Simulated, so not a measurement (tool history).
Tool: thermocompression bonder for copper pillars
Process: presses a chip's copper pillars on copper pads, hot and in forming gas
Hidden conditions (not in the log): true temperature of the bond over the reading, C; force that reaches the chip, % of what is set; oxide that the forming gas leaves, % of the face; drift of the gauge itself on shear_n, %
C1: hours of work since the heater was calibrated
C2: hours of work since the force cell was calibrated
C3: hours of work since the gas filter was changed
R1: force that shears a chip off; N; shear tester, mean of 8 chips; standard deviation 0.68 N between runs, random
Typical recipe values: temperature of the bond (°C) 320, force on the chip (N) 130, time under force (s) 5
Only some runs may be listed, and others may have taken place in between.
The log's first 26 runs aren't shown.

run 27 hour=606.2 | temperature_of_the_bond_(°C)=304 force_on_the_chip_(N)=181 time_under_force_(s)=4 | C1=629 C2=234 C3=92 | R1=45.3
run 28 hour=632.7 | temperature_of_the_bond_(°C)=310 force_on_the_chip_(N)=118 time_under_force_(s)=4 | C1=640 C2=246 C3=103 | R1=35.7
run 29 hour=653.6 | temperature_of_the_bond_(°C)=310 force_on_the_chip_(N)=118 time_under_force_(s)=4 | C1=649 C2=255 C3=112 | R1=35.8
run 30 hour=675.7 | temperature_of_the_bond_(°C)=348 force_on_the_chip_(N)=86 time_under_force_(s)=11 | C1=659 C2=264 C3=121 | R1=57.8
run 31 hour=702.0 | temperature_of_the_bond_(°C)=299 force_on_the_chip_(N)=130 time_under_force_(s)=13 | C1=670 C2=275 C3=133 | R1=54.9
run 32 hour=729.9 | temperature_of_the_bond_(°C)=320 force_on_the_chip_(N)=170 time_under_force_(s)=3 | C1=682 C2=287 C3=145 | R1=44.2
run 33 hour=744.8 | temperature_of_the_bond_(°C)=320 force_on_the_chip_(N)=92 time_under_force_(s)=5 | C1=688 C2=294 C3=151 | R1=36.3
run 34 hour=765.0 | temperature_of_the_bond_(°C)=350 force_on_the_chip_(N)=130 time_under_force_(s)=6 | C1=697 C2=302 C3=160 | R1=58.7
run 35 hour=796.0 | temperature_of_the_bond_(°C)=329 force_on_the_chip_(N)=130 time_under_force_(s)=6 | C1=710 C2=316 C3=173 | R1=52.4
run 36 hour=826.6 | temperature_of_the_bond_(°C)=296 force_on_the_chip_(N)=115 time_under_force_(s)=5 | C1=723 C2=329 C3=186 | R1=35.2
run 37 hour=851.3 | temperature_of_the_bond_(°C)=296 force_on_the_chip_(N)=115 time_under_force_(s)=5 | C1=734 C2=339 C3=197 | R1=36.1
run 38 hour=866.5 | temperature_of_the_bond_(°C)=293 force_on_the_chip_(N)=87 time_under_force_(s)=3 | C1=740 C2=346 C3=203 | R1=22.3
-- hour=874.6 forming gas filter changed
run 39 hour=880.9 | temperature_of_the_bond_(°C)=320 force_on_the_chip_(N)=84 time_under_force_(s)=6 | C1=746 C2=352 C3=3 | R1=37.7

What if the next run were any one of these 5? Each begins from the tool's condition after run 39:
run A hour=908.5 | temperature_of_the_bond_(°C)=328 force_on_the_chip_(N)=130 time_under_force_(s)=6 | C1=758 C2=364 C3=15 | R1=?
run B hour=908.5 | temperature_of_the_bond_(°C)=328 force_on_the_chip_(N)=177 time_under_force_(s)=5 | C1=758 C2=364 C3=15 | R1=?
run C hour=908.5 | temperature_of_the_bond_(°C)=303 force_on_the_chip_(N)=87 time_under_force_(s)=4 | C1=758 C2=364 C3=15 | R1=?
run D hour=908.5 | temperature_of_the_bond_(°C)=320 force_on_the_chip_(N)=104 time_under_force_(s)=7 | C1=758 C2=364 C3=15 | R1=?
run E hour=908.5 | temperature_of_the_bond_(°C)=320 force_on_the_chip_(N)=131 time_under_force_(s)=4 | C1=758 C2=364 C3=15 | R1=?

run=A R1=52.4
run=B R1=58.0
run=C R1=27.4
run=D R1=44.3
run=E R1=41.7
What these runs would have given with no unlogged condition in the tool:
run=A R1=52.5
run=B R1=58.1
run=C R1=27.5
run=D R1=44.4
run=E R1=41.8
